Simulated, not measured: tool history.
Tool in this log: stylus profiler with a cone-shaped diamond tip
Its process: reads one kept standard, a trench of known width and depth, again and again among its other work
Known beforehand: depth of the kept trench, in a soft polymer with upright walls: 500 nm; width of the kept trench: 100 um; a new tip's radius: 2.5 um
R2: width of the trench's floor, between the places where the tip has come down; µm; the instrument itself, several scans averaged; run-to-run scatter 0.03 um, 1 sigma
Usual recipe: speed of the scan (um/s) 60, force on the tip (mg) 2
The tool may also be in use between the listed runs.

Run 1, hour 0: usual settings. Result: depth of the trench (Å) 5049.2, R2 95.35 µm.
Run 2, hour 21.2: usual settings but speed of the scan (um/s) 174. Result: depth of the trench (Å) 5052.4, R2 95.11 µm.
Run 3, hour 54.2: usual settings but speed of the scan (um/s) 16. Result: depth of the trench (Å) 5050.5, R2 95.38 µm.
Run 4, hour 91.7: usual settings but speed of the scan (um/s) 16, force on the tip (mg) 3.58. Result: depth of the trench (Å) 5068.4, R2 95.41 µm.
Run 5, hour 121.7: usual settings but force on the tip (mg) 1.88. Result: depth of the trench (Å) 5052.4, R2 95.2 µm.
Run 6, hour 147.7: usual settings but force on the tip (mg) 1.88. Result: depth of the trench (Å) 5052.6, R2 95.2 µm.
Run 7, hour 169.1: usual settings but speed of the scan (um/s) 28, force on the tip (mg) 1.88. Result: depth of the trench (Å) 5053.7, R2 95.24 µm.
Run 8, hour 200.7: usual settings but speed of the scan (um/s) 28, force on the tip (mg) 1.17. Result: depth of the trench (Å) 5040.3, R2 95.25 µm.
At hour 203: height scale calibrated on a step standard.
Run 9, hour 225.3: usual settings. Result: depth of the trench (Å) 5064.6, R2 95.14 µm.
Run 10, hour 247.7: usual settings. Result: depth of the trench (Å) 5064.6, R2 95.07 µm.
Run 11, hour 269.4: usual settings but speed of the scan (um/s) 203, force on the tip (mg) 1.26. Result: depth of the trench (Å) 5057.2, R2 94.57 µm.
Run 12, hour 291.7: usual settings but speed of the scan (um/s) 165, force on the tip (mg) 2.38. Result: depth of the trench (Å) 5071.4, R2 94.82 µm.
At hour 294.8: height scale calibrated on a step standard, once more.
Run 13, hour 332.1: usual settings but speed of the scan (um/s) 165, force on the tip (mg) 4.21. Result: depth of the trench (Å) 5054.8, R2 94.86 µm.
Run 14, hour 369.4: usual settings but speed of the scan (um/s) 165, force on the tip (mg) 4.21. Result: depth of the trench (Å) 5061.5, R2 94.84 µm.
Run 15, hour 406.8: usual settings but speed of the scan (um/s) 52, force on the tip (mg) 1.03. Result: depth of the trench (Å) 5024.2, R2 94.9 µm.
Run 16, hour 444.7: usual settings but speed of the scan (um/s) 49, force on the tip (mg) 3.76. Result: depth of the trench (Å) 5055.6, R2 94.9 µm.
Run 17, hour 478.3: usual settings but speed of the scan (um/s) 49, force on the tip (mg) 3.76. Result: depth of the trench (Å) 5056, R2 94.9 µm.
Run 18, hour 519.3: usual settings but speed of the scan (um/s) 49, force on the tip (mg) 3.76. Result: depth of the trench (Å) 5057.2, R2 94.84 µm.
Run 19, hour 541.2: usual settings but speed of the scan (um/s) 44, force on the tip (mg) 2.3. Result: depth of the trench (Å) 5042.6, R2 94.82 µm.
Run 20, hour 569.2: usual settings but speed of the scan (um/s) 96, force on the tip (mg) 1.72. Result: depth of the trench (Å) 5033.9, R2 94.64 µm.

5 ways to go on from here, each from the tool as it stands after run 20. What would each give?
Run A, hour 589.1: usual settings but speed of the scan (um/s) 162, force on the tip (mg) 2.14. Result: depth of the trench (Å) ?, R2 ?.
Run B, hour 589.1: usual settings but speed of the scan (um/s) 137, force on the tip (mg) 2.56. Result: depth of the trench (Å) ?, R2 ?.
Run C, hour 589.1: usual settings but speed of the scan (um/s) 29, force on the tip (mg) 1.87. Result: depth of the trench (Å) ?, R2 ?.
Run D, hour 589.1: usual settings but speed of the scan (um/s) 96, force on the tip (mg) 5.55. Result: depth of the trench (Å) ?, R2 ?.
Run E, hour 589.1: usual settings but force on the tip (mg) 0.89. Result: depth of the trench (Å) ?, R2 ?.

run  depth of the trench (Å)     R2
  A                   5039.3  94.51
  B                   5046.3  94.59
  C                   5039.8  94.81
  D                   5073.5  94.66
  E                   5024.7  94.62
The same runs, with their run-to-run variation unchanged, on a tool lacking any hidden condition would have given:
run  depth of the trench (Å)     R2
  A                   5034.7  96.64
  B                   5041.7  96.72
  C                   5035.3  96.94
  D                   5068.9  96.78
  E                   5020.1  96.75
